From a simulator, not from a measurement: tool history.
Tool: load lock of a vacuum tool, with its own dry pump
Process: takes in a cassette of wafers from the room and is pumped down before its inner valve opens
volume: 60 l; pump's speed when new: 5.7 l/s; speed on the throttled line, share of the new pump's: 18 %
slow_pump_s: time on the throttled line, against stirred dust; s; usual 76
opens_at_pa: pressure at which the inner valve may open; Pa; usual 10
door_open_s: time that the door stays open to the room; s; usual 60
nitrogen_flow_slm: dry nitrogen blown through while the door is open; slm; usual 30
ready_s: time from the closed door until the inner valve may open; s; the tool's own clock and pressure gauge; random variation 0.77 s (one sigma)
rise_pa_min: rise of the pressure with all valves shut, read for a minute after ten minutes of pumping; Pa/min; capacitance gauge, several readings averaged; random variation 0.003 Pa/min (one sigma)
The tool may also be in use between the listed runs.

run,hour,slow_pump_s,opens_at_pa,door_open_s,nitrogen_flow_slm,"incoming humidity of the room's air, %",ready_s,rise_pa_min
1,0,76,10,60,30,44.4,160.2,0.14
2,273,76,10,60,11,41.8,157.8,0.157
3,498.8,76,10,60,11,44.8,158.5,0.172
4,672.9,76,9,60,30,43.4,161.8,0.16
5,897.3,76,9,60,30,46.5,163.7,0.168
6,1056,76,9,60,30,48.8,161.8,0.174
7,1233.7,76,10,42,30,44.9,161.9,0.175
8,1504,76,10,42,30,44,162,0.188
9,1629,76,8,60,30,44,163.7,0.191
10,1771.4,76,10,60,30,45.3,160.7,0.202
11,1977.4,69,9,98,39,45.4,158.1,0.215
12,2102.6,69,9,98,39,47.1,157.7,0.209
13,2281.1,69,9,98,39,47,156.9,0.22
14,2414,66,9,41,39,44.9,156.3,0.218
15,2531.4,66,18,44,39,44.4,148,0.22
16,2743.8,64,10,150,30,45.5,153.5,0.242
17,3003.3,41,11,150,30,47,133.7,0.26
18,3273.7,39,13,82,8,46,129.8,0.282
19,3435,76,10,43,25,39.8,163.3,0.273
20,3670.3,76,10,60,7,45.8,163.3,0.045

Taken out of this log: 1 entry between the listed runs. Where each belongs, and how the hidden state differs across it:
Between runs 19 and 20: door's seal changed, seat wiped (hour 3670.1)
  pump's speed, % of a new pump's: 95.5 -> 95.2; leak at the door's seal, Pa l/s: 0.2456 -> 0.0021
  measured less the result without the state, ready_s: +4.2 -> +4.1 s; rise_pa_min: +0.247 -> +0.001 Pa/min
